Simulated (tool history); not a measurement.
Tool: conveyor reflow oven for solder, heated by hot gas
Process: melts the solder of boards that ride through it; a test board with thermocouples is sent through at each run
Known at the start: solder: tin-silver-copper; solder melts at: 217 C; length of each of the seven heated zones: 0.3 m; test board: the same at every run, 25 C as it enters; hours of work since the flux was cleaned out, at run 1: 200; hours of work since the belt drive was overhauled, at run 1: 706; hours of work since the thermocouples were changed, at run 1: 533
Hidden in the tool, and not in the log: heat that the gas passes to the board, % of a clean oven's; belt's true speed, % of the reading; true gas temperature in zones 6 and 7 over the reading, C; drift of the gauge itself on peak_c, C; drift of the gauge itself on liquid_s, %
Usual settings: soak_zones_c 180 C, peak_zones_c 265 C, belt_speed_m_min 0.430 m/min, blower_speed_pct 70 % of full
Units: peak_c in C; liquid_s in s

run   hour  soak_zones_c  peak_zones_c  belt_speed_m_min  blower_speed_pct  hours of work since the flux was cleaned out  hours of work since the belt drive was overhauled  hours of work since the thermocouples were changed  peak_c  liquid_s
  1    0.0           180           265             0.430                70                                           200                                                706                                                 533   253.1      67.6
  2   12.9           180           265             0.430                65                                           208                                                715                                                 542   252.5      66.8
  3   31.6           180           265             0.403                70                                           220                                                727                                                 554   255.0      73.8
  4   53.0           180           265             0.486                70                                           234                                                740                                                 567   249.6      56.5
  5   68.1           180           265             0.486                70                                           243                                                750                                                 577   249.7      56.4
  6   81.5           180           265             0.486                70                                           252                                                759                                                 585   250.3      56.0
  7   95.6           180           265             0.392                70                                           261                                                768                                                 594   255.2      76.6
  8  107.0           180           265             0.430                70                                           268                                                775                                                 602   252.8      67.6
  9  117.5           180           265             0.430                70                                           275                                                782                                                 608   252.9      67.6
 10  137.6           180           265             0.430                70                                           288                                                794                                                 621   252.9      67.3
 11  155.2           180           265             0.430                70                                           299                                                806                                                 633   252.6      67.6
 12  177.2           180           265             0.430                70                                           313                                                820                                                 647   253.0      67.6
     185.9  -- flux residue cleaned out of gas plates and filters
 13  192.8           176           265             0.430                70                                             4                                                827                                                 653   254.1      66.4
 14  209.0           180           265             0.430                70                                            15                                                837                                                 664   253.8      68.1
 15  223.3           180           276             0.430                70                                            24                                                846                                                 673   264.1      73.7

The next listed run, before its measurement:
 16  245.5           193           265             0.430                69                                            38                                                860                                                 687       ?         ?

{"run 16": {"peak_c": 255.3, "liquid_s": 74.9}}
Without the tool's hidden state the same run would have given peak_c 256.3 C, liquid_s 74.8 s.

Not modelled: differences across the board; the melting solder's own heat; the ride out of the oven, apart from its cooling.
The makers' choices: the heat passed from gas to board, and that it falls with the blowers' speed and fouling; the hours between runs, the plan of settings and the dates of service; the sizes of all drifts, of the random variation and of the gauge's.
